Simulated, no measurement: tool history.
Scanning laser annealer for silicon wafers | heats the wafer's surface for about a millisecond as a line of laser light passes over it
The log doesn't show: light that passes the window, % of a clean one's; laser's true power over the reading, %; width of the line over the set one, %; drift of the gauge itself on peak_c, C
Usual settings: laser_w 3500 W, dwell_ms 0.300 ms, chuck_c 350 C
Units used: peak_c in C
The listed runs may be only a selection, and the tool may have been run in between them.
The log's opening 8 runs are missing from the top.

run    day  laser_w  dwell_ms  chuck_c  hours of work since the window was cleaned  hours of work since the power meter was calibrated  hours of work since the optics were aligned  peak_c
  9  2.879     3500     0.307      350                                          39                                                 253                                          602    1098
 10  3.158     3500     0.307      350                                          42                                                 256                                          605    1099
 11  3.500     3500     0.307      350                                          45                                                 260                                          609    1100
 12  3.942     3679     0.300      350                                          50                                                 264                                          614    1127
 13  4.425     3679     0.300      350                                          55                                                 270                                          619    1122
 14  4.783     3500     0.343      350                                          59                                                 274                                          623    1140
 15  5.079     3500     0.300      350                                          62                                                 277                                          626    1086
 16  5.425     3500     0.300      350                                          66                                                 280                                          630    1090
 17  5.662     3500     0.300      350                                          69                                                 283                                          633    1086
 18  5.950     3204     0.244      372                                          72                                                 286                                          636     981
 19  6.229     3320     0.228      349                                          75                                                 289                                          639     958
 20  6.442     3697     0.253      320                                          77                                                 291                                          641    1038
 21  6.888     3697     0.253      320                                          82                                                 296                                          646    1036
 22  7.408     3697     0.253      320                                          88                                                 302                                          651    1035
 23  7.792     3458     0.327      320                                          92                                                 306                                          656    1082
 24  8.200     3309     0.311      329                                          96                                                 311                                          660    1039
 25  8.471     3309     0.311      329                                          99                                                 313                                          663    1038
 26  8.967     3309     0.311      329                                         105                                                 319                                          668    1037
 27  9.371     3381     0.305      348                                         109                                                 323                                          673    1063
 28  9.646     3500     0.266      378                                         112                                                 326                                          676    1070
 29  9.967     3500     0.301      378                                         115                                                 330                                          679    1119

Run 30 has not been measured yet. What should we expect?
 30  10.488     3500     0.310      379                                         121                                                 335                                          685       ?

peak_c: 1125 C
Had the tool carried no hidden state, the very same run would have given peak_c 1135 C.
